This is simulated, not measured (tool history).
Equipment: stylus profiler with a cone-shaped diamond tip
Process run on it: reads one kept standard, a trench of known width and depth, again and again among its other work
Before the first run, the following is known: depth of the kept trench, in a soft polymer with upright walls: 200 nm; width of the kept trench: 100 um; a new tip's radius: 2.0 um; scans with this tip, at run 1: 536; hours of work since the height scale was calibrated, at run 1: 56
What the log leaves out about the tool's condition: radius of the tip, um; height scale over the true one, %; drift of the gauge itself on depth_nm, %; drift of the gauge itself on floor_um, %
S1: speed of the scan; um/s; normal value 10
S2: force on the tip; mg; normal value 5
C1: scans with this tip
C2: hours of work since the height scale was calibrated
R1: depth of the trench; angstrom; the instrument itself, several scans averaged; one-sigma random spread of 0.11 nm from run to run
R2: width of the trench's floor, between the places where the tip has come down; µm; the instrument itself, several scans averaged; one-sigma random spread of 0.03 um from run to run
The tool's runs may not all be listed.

run	hour	S1	S2	C1	C2	R1	R2
1	0	10	5	536	56	2018.1	98.19
2	19.9	10	5	633	66	2017.1	98.15
3	31	10	2.33	686	71	2011	98.12
4	46	10	13.92	759	79	2034.1	98.18
5	67.4	10	13.92	863	90	2033.9	98.23
6	88.4	10	13.92	964	100	2034.5	98.19
7	107.9	10	4.86	1059	110	2017.9	98.21
8	134.9	10	4.86	1189	124	2018.7	98.18
9	161.8	10	2.52	1320	137	2013.5	98.16
10	175.9	10	2.52	1388	144	2010.6	98.15
11	195.3	10	2.52	1482	154	2012.5	98.18
12	220.7	39	2.52	1605	167	2012.3	98.01
13	239.1	23	5	1694	176	2019.5	98.18
14	261	23	5	1800	187	2018.6	98.15
15	273.8	23	5	1862	193	2018.1	98.1
# hour 276: height scale calibrated on a step standard
16	299	5	5	1982	12	2020.3	98.22
17	319	5	5	2078	22	2018.8	98.15
18	340	17	5	2180	32	2019.7	98.18
19	358.7	3	5	2271	42	2018.9	98.13
20	375.2	3	5	2351	50	2022	98.2
21	388.2	3	5	2414	56	2020.1	98.21
# hour 397.8: height scale calibrated on a step standard, once more
22	407.4	3	5	2504	5	2019.2	98.2
23	430.3	20	5	2615	16	2015.7	98.1
24	443.8	20	5	2680	23	2017.5	98.13
25	460.2	11	7.25	2759	31	2024.5	98.19
26	482.2	11	7.25	2866	42	2022.7	98.19
27	503.1	14	2.32	2967	53	2011.3	98.12
28	522.5	14	2.32	3061	63	2011.3	98.06
29	536.3	14	2.32	3128	70	2011.6	98.08
30	549.2	6	2.17	3191	76	2010.4	98.09
31	567.1	4	3.07	3277	85	2015	98.14
32	584.3	11	6.65	3361	94	2019.9	98.12
33	595.2	15	4.76	3413	99	2017.3	98.09
34	617.1	12	2.79	3519	110	2013.9	98.14

Predict the results of run 35:
35	634.6	35	3.52	3604	119	?	?

R1: 2014.4 angstrom
R2: 98.03 µm
The same run, on a tool lacking any hidden state, would have yielded R1 2012.8 angstrom, R2 98.12 µm.
